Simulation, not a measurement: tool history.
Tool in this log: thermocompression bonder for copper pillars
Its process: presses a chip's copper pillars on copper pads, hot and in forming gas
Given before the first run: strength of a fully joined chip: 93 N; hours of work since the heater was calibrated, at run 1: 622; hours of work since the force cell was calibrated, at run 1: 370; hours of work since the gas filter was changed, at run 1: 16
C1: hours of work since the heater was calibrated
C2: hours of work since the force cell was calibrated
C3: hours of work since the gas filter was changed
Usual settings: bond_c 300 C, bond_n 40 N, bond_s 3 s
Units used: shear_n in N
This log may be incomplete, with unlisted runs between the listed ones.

{"run": 1, "hour": 0.0, "bond_c": 300, "bond_n": 40, "bond_s": 3, "C1": 622, "C2": 370, "C3": 16, "shear_n": 38.5}
{"hour": 15.4, "done": "heater calibrated with a thermocouple chip"}
{"run": 2, "hour": 19.5, "bond_c": 300, "bond_n": 40, "bond_s": 3, "C1": 2, "C2": 380, "C3": 26, "shear_n": 35.7}
{"run": 3, "hour": 26.8, "bond_c": 300, "bond_n": 45, "bond_s": 3, "C1": 7, "C2": 384, "C3": 30, "shear_n": 38.4}
{"run": 4, "hour": 41.0, "bond_c": 300, "bond_n": 58, "bond_s": 3, "C1": 15, "C2": 392, "C3": 38, "shear_n": 45.6}
{"run": 5, "hour": 48.6, "bond_c": 300, "bond_n": 58, "bond_s": 3, "C1": 19, "C2": 396, "C3": 43, "shear_n": 46.4}
{"run": 6, "hour": 65.6, "bond_c": 300, "bond_n": 58, "bond_s": 3, "C1": 29, "C2": 406, "C3": 53, "shear_n": 46.0}
{"run": 7, "hour": 75.3, "bond_c": 300, "bond_n": 40, "bond_s": 6, "C1": 34, "C2": 412, "C3": 58, "shear_n": 45.7}
{"run": 8, "hour": 87.8, "bond_c": 300, "bond_n": 40, "bond_s": 6, "C1": 42, "C2": 419, "C3": 65, "shear_n": 45.5}
{"run": 9, "hour": 104.7, "bond_c": 300, "bond_n": 40, "bond_s": 6, "C1": 51, "C2": 429, "C3": 75, "shear_n": 45.4}
{"run": 10, "hour": 118.0, "bond_c": 300, "bond_n": 40, "bond_s": 6, "C1": 59, "C2": 436, "C3": 83, "shear_n": 45.4}
{"run": 11, "hour": 125.8, "bond_c": 300, "bond_n": 40, "bond_s": 3, "C1": 63, "C2": 441, "C3": 87, "shear_n": 35.7}
{"run": 12, "hour": 133.3, "bond_c": 300, "bond_n": 40, "bond_s": 3, "C1": 68, "C2": 445, "C3": 91, "shear_n": 35.4}
{"run": 13, "hour": 141.7, "bond_c": 290, "bond_n": 40, "bond_s": 3, "C1": 73, "C2": 450, "C3": 96, "shear_n": 31.8}
{"run": 14, "hour": 155.8, "bond_c": 300, "bond_n": 39, "bond_s": 3, "C1": 81, "C2": 458, "C3": 104, "shear_n": 35.1}
{"run": 15, "hour": 163.8, "bond_c": 300, "bond_n": 39, "bond_s": 3, "C1": 85, "C2": 463, "C3": 109, "shear_n": 34.8}
{"run": 16, "hour": 177.6, "bond_c": 300, "bond_n": 40, "bond_s": 3, "C1": 93, "C2": 470, "C3": 117, "shear_n": 35.2}
{"run": 17, "hour": 190.0, "bond_c": 300, "bond_n": 40, "bond_s": 3, "C1": 100, "C2": 478, "C3": 124, "shear_n": 35.6}
{"run": 18, "hour": 204.5, "bond_c": 300, "bond_n": 40, "bond_s": 3, "C1": 109, "C2": 486, "C3": 132, "shear_n": 35.8}
{"run": 19, "hour": 221.8, "bond_c": 300, "bond_n": 60, "bond_s": 3, "C1": 119, "C2": 496, "C3": 142, "shear_n": 48.9}
{"run": 20, "hour": 237.4, "bond_c": 295, "bond_n": 40, "bond_s": 3, "C1": 128, "C2": 505, "C3": 151, "shear_n": 33.8}
{"run": 21, "hour": 246.3, "bond_c": 295, "bond_n": 40, "bond_s": 3, "C1": 133, "C2": 510, "C3": 156, "shear_n": 34.1}
{"run": 22, "hour": 257.0, "bond_c": 300, "bond_n": 40, "bond_s": 3, "C1": 139, "C2": 516, "C3": 163, "shear_n": 35.2}
{"run": 23, "hour": 269.3, "bond_c": 294, "bond_n": 40, "bond_s": 3, "C1": 146, "C2": 523, "C3": 170, "shear_n": 33.5}
{"run": 24, "hour": 281.8, "bond_c": 283, "bond_n": 40, "bond_s": 7, "C1": 153, "C2": 530, "C3": 177, "shear_n": 40.1}
{"run": 25, "hour": 299.1, "bond_c": 283, "bond_n": 40, "bond_s": 7, "C1": 163, "C2": 540, "C3": 187, "shear_n": 39.9}
{"run": 26, "hour": 309.5, "bond_c": 321, "bond_n": 51, "bond_s": 4, "C1": 169, "C2": 546, "C3": 193, "shear_n": 57.1}
{"run": 27, "hour": 321.2, "bond_c": 321, "bond_n": 51, "bond_s": 4, "C1": 176, "C2": 553, "C3": 199, "shear_n": 57.2}
{"run": 28, "hour": 336.8, "bond_c": 330, "bond_n": 32, "bond_s": 3, "C1": 185, "C2": 562, "C3": 208, "shear_n": 41.7}
{"run": 29, "hour": 349.8, "bond_c": 300, "bond_n": 25, "bond_s": 3, "C1": 192, "C2": 569, "C3": 216, "shear_n": 25.3}
{"run": 30, "hour": 364.6, "bond_c": 284, "bond_n": 28, "bond_s": 3, "C1": 201, "C2": 578, "C3": 224, "shear_n": 22.6}
{"run": 31, "hour": 375.5, "bond_c": 284, "bond_n": 28, "bond_s": 3, "C1": 207, "C2": 584, "C3": 231, "shear_n": 21.3}
{"hour": 393.0, "done": "forming gas filter changed"}
{"run": 32, "hour": 393.0, "bond_c": 300, "bond_n": 50, "bond_s": 2, "C1": 217, "C2": 594, "C3": 0, "shear_n": 37.1}
{"run": 33, "hour": 402.7, "bond_c": 300, "bond_n": 50, "bond_s": 2, "C1": 222, "C2": 599, "C3": 6, "shear_n": 37.2}
{"run": 34, "hour": 414.7, "bond_c": 312, "bond_n": 43, "bond_s": 4, "C1": 229, "C2": 606, "C3": 12, "shear_n": 48.9}
{"run": 35, "hour": 427.7, "bond_c": 300, "bond_n": 46, "bond_s": 3, "C1": 237, "C2": 614, "C3": 20, "shear_n": 41.2}
{"run": 36, "hour": 439.0, "bond_c": 300, "bond_n": 46, "bond_s": 3, "C1": 243, "C2": 620, "C3": 26, "shear_n": 41.0}
{"run": 37, "hour": 451.4, "bond_c": 279, "bond_n": 40, "bond_s": 4, "C1": 250, "C2": 627, "C3": 34, "shear_n": 31.8}

Hidden state or all else? Some run-to-run changes of shear_n, split into what the settings, what came in and random variation would give without the hidden state, and what is left for the hidden state (with any gauge scatter that isn't in both results):
Hidden state at play: true temperature of the bond over the reading, C; force that reaches the chip, % of what is set; oxide that the forming gas leaves, % of the face; drift of the gauge itself on shear_n, %.
Run 1 -> 2: heater calibrated with a thermocouple chip. shear_n -2.8 N: hidden state -3.3, all else +0.5.
Run 25 -> 26: bond_c 283 -> 321, bond_n 40 -> 51, bond_s 7 -> 4. shear_n +17.2 N: hidden state -0.1, all else +17.3.
Run 28 -> 29: bond_c 330 -> 300, bond_n 32 -> 25. shear_n -16.4 N: hidden state -0.3, all else -16.1.
Run 31 -> 32: bond_c 284 -> 300, bond_n 28 -> 50, bond_s 3 -> 2, forming gas filter changed. shear_n +15.8 N: hidden state +1.3, all else +14.5.
Run 33 -> 34: bond_c 300 -> 312, bond_n 50 -> 43, bond_s 2 -> 4. shear_n +11.7 N: hidden state +0.4, all else +11.3.
